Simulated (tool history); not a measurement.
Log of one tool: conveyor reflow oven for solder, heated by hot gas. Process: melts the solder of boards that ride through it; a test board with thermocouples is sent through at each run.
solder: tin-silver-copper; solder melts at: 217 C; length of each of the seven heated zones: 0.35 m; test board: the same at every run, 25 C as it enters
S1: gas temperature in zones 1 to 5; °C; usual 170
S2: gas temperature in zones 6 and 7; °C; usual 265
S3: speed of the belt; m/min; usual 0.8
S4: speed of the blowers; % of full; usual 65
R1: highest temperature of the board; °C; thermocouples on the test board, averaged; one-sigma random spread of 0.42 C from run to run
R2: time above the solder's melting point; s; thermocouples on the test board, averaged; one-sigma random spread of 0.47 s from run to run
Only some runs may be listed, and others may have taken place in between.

run   hour   S1   S2     S3  S4     R1    R2
  1      0  170  265    0.8  65  244.5  32.7
  2   12.5  170  265    0.8  65  242.8  32.3
  3   29.4  170  265    0.8  65    243  31.7
  4   48.8  170  265    0.8  65  243.5  31.6
  5   57.7  170  265  0.827  65  242.1  30.9
  6     78  170  265  0.827  65  241.4    30
  7   89.1  170  265  0.827  65  242.1  30.3
  8  104.3  170  265  0.827  65  242.4  30.1
  9  125.2  170  265  0.827  65  242.1  29.7
 10  146.1  170  265    0.8  70  244.5  33.6
 11  166.2  170  265    0.8  65  242.9  32.1
 12    186  170  265    0.8  65  243.2  32.3
 13  195.2  170  273    0.8  65  250.5  35.5
 14    215  170  267    0.8  65  245.4  33.2
 15  225.3  170  267    0.8  65  244.7  32.1
     244.8  -- flux residue cleaned out of gas plates and filters
 16  250.7  170  265    0.8  65  244.5  33.2
 17  266.6  170  253  0.893  53  227.4  14.6
 18  283.8  170  253  0.893  53  227.5  14.1
 19  300.5  170  262  0.705  68  247.7  40.7
 20  320.5  170  262  0.705  68  247.6  41.1
 21  340.1  170  262  0.705  68  247.4  40.8
 22  359.6  170  262  0.705  68  247.9  41.6
 23  372.1  170  262  0.705  68  247.5  41.5
 24  389.2  170  262  0.705  68    247  41.2
 25  408.7  170  262  0.705  68  247.1  40.6
 26  425.4  178  271  0.843  64  248.5  35.5
 27  434.3  170  267    0.8  65  246.3  34.5
 28  452.9  170  267    0.8  65    246  34.6

The next listed run, before its measurement:
 29  461.8  170  267  0.8  65   ?   ?

{"run 29": {"R1": 246.5, "R2": 34}}
With the hidden condition absent and the run-to-run variation left alone, this run would have shown R1 244.6 °C, R2 32.4 s.

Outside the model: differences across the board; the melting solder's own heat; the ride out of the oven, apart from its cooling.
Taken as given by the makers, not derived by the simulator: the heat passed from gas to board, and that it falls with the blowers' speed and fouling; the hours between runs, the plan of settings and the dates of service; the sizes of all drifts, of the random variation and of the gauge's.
